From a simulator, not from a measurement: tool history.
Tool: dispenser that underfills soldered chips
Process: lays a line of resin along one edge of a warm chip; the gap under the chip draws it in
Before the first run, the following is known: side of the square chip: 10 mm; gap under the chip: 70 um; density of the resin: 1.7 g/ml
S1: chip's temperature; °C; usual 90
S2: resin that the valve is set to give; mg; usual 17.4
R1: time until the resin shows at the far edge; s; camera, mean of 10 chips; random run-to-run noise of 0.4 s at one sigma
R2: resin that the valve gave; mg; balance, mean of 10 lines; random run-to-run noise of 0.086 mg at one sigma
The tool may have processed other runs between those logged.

Run 1, hour 0.0: usual settings. Result: R1 50.7 s, R2 16.39 mg.
At hour 4.3: new syringe of resin.
At hour 5.9: dispensing valve cleaned and set on the balance.
Run 2, hour 7.7: usual settings. Result: R1 31.4 s, R2 17.33 mg.
Run 3, hour 16.9: usual settings. Result: R1 57.0 s, R2 17.30 mg.
At hour 19.5: new syringe of resin.
Run 4, hour 21.6: usual settings but S1 77 °C. Result: R1 53.5 s, R2 17.30 mg.
Run 5, hour 31.1: usual settings but S1 77 °C. Result: R1 96.6 s, R2 17.37 mg.
At hour 32.8: new syringe of resin.
Run 6, hour 36.1: usual settings but S1 77 °C. Result: R1 59.1 s, R2 17.14 mg.
Run 7, hour 45.2: usual settings but S1 77 °C. Result: R1 104.6 s, R2 17.13 mg.
At hour 47.0: new syringe of resin.
Run 8, hour 54.7: usual settings but S1 77 °C, S2 17.3 mg. Result: R1 77.6 s, R2 17.03 mg.
At hour 60.6: new syringe of resin.
Run 9, hour 60.7: usual settings but S2 19.8 mg. Result: R1 27.2 s, R2 19.37 mg.
Run 10, hour 71.0: usual settings. Result: R1 53.7 s, R2 16.92 mg.
At hour 74.2: new syringe of resin.
Run 11, hour 77.8: usual settings but S1 84 °C. Result: R1 46.0 s, R2 16.93 mg.
Run 12, hour 82.5: usual settings but S1 84 °C. Result: R1 60.8 s, R2 16.84 mg.
At hour 87.6: new syringe of resin.
Run 13, hour 93.2: usual settings but S1 81 °C. Result: R1 58.3 s, R2 16.79 mg.
Run 14, hour 100.3: usual settings but S1 81 °C. Result: R1 91.3 s, R2 16.66 mg.
At hour 101.0: new syringe of resin.
Run 15, hour 109.9: usual settings but S1 81 °C, S2 21.7 mg. Result: R1 69.2 s, R2 20.75 mg.
At hour 114.6: new syringe of resin.
Run 16, hour 117.0: usual settings but S1 81 °C, S2 21.7 mg. Result: R1 45.9 s, R2 20.48 mg.
Run 17, hour 122.7: usual settings but S1 81 °C, S2 21.7 mg. Result: R1 65.5 s, R2 20.63 mg.
At hour 128.0: new syringe of resin.
Run 18, hour 131.6: usual settings but S1 98 °C, S2 20.2 mg. Result: R1 25.7 s, R2 19.17 mg.
At hour 137.3: dispensing valve cleaned and set on the balance.
Run 19, hour 140.9: usual settings but S1 98 °C, S2 20.2 mg. Result: R1 42.1 s, R2 20.18 mg.
At hour 142.6: new syringe of resin.
Run 20, hour 147.3: usual settings but S1 104 °C, S2 16.5 mg. Result: R1 22.5 s, R2 16.52 mg.
Run 21, hour 153.6: usual settings but S1 104 °C, S2 16.5 mg. Result: R1 32.5 s, R2 16.44 mg.
At hour 156.5: new syringe of resin.
Run 22, hour 164.4: usual settings but S1 104 °C, S2 16.5 mg. Result: R1 27.9 s, R2 16.31 mg.
At hour 170.3: new syringe of resin.
Run 23, hour 175.3: usual settings but S1 104 °C, S2 16.5 mg. Result: R1 22.8 s, R2 16.27 mg.
Run 24, hour 180.1: usual settings but S1 93 °C, S2 17.2 mg. Result: R1 47.8 s, R2 16.85 mg.
At hour 184.1: new syringe of resin.
Run 25, hour 189.5: usual settings but S1 105 °C, S2 15.2 mg. Result: R1 23.6 s, R2 14.94 mg.
Run 26, hour 193.9: usual settings but S1 99 °C, S2 16.5 mg. Result: R1 37.4 s, R2 16.05 mg.

Below, some changes in R1 between adjacent runs. For each, the amount present without the hidden state too (settings, incoming material, random variation) and the amount remaining for the hidden state with gauge scatter not shared by both compared results:
The tool's hidden condition here consists of: resin's viscosity, % of fresh resin's; dose that the valve gives, % of what is set; true chip temperature over the reading, C; drift of the gauge itself on fill_s, %; drift of the gauge itself on given_mg, %.
Run 4 -> 5: no setting changed, nothing entered. R1 +43.1 s: hidden state +42.8, all else +0.3.
Run 6 -> 7: no setting changed, nothing entered. R1 +45.5 s: hidden state +44.7, all else +0.8.
Run 8 -> 9: S1 77 -> 90, S2 17.3 -> 19.8, new syringe of resin. R1 -50.4 s: hidden state -31.2, all else -19.2.
